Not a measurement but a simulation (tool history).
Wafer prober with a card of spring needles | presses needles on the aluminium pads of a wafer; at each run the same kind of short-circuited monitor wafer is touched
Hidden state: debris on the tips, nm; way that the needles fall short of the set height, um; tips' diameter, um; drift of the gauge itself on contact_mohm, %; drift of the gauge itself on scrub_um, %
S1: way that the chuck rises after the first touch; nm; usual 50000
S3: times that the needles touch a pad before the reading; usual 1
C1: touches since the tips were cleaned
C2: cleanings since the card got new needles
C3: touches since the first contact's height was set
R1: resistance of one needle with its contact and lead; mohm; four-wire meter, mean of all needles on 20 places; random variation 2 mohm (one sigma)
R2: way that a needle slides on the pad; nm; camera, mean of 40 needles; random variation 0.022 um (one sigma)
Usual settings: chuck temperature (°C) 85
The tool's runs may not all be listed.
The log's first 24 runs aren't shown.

At hour 348.5: tips cleaned on abrasive film.
Run 25, hour 349.8: usual settings but S1 38000 nm, chuck temperature (°C) 54; C1 673; C2 69; C3 172560. Result: R1 219 mohm, R2 5890 nm.
At hour 364.1: tips cleaned on abrasive film.
Run 26, hour 364.2: usual settings but S1 32000 nm, chuck temperature (°C) 74, S3 2; C1 18; C2 70; C3 179946. Result: R1 223 mohm, R2 4930 nm.
Run 27, hour 376.4: usual settings but S1 32000 nm, chuck temperature (°C) 74, S3 2; C1 6355; C2 70; C3 186283. Result: R1 226 mohm, R2 4930 nm.
At hour 380.3: tips cleaned on abrasive film.
Run 28, hour 388.5: usual settings but S1 47000 nm, chuck temperature (°C) 26; C1 4258; C2 71; C3 192500. Result: R1 203 mohm, R2 7220 nm.
At hour 396.4: tips cleaned on abrasive film.
Run 29, hour 409.4: usual settings but S1 47000 nm, chuck temperature (°C) 26; C1 6720; C2 72; C3 203272. Result: R1 207 mohm, R2 7190 nm.
At hour 411.8: tips cleaned on abrasive film.
Run 30, hour 426.3: usual settings but S1 34000 nm; C1 7555; C2 73; C3 212022. Result: R1 229 mohm, R2 5230 nm.
At hour 427.3: tips cleaned on abrasive film.
At hour 434.3: height of the first contact set anew.
At hour 443.7: tips cleaned on abrasive film.
Run 31, hour 444.7: usual settings but S1 34000 nm, chuck temperature (°C) 47, S3 2; C1 473; C2 75; C3 5340. Result: R1 215 mohm, R2 5270 nm.
At hour 459.3: tips cleaned on abrasive film.
Run 32, hour 463.1: usual settings but S1 32000 nm, chuck temperature (°C) 36, S3 2; C1 1961; C2 76; C3 14838. Result: R1 214 mohm, R2 4910 nm.
At hour 474.4: tips cleaned on abrasive film.
Run 33, hour 475.6: usual settings but S1 59000 nm; C1 619; C2 77; C3 21279. Result: R1 215 mohm, R2 9070 nm.
Run 34, hour 487.8: usual settings but S1 53000 nm, chuck temperature (°C) 48; C1 6959; C2 77; C3 27619. Result: R1 209 mohm, R2 8130 nm.

3 ways to go on from here, each from the tool as it stands after run 34. What would each give?
At hour 491.0: tips cleaned on abrasive film.
At hour 506.9: tips cleaned on abrasive film.
Run A, hour 507.0: usual settings but S1 54000 nm, S3 2; C1 50; C2 79; C3 37428. Result: R1 ?, R2 ?.
At hour 491.0: tips cleaned on abrasive film.
At hour 506.9: tips cleaned on abrasive film.
Run B, hour 507.0: usual settings but S1 49000 nm, S3 2; C1 50; C2 79; C3 37428. Result: R1 ?, R2 ?.
At hour 491.0: tips cleaned on abrasive film.
At hour 506.9: tips cleaned on abrasive film.
Run C, hour 507.0: usual settings but S1 64000 nm, chuck temperature (°C) 54, S3 3; C1 50; C2 79; C3 37428. Result: R1 ?, R2 ?.

run   R1    R2
  A  216  8270
  B  220  7510
  C  209  9820
Without the tool's hidden state the same runs would have given:
run   R1     R2
  A  216   8510
  B  220   7730
  C  209  10100
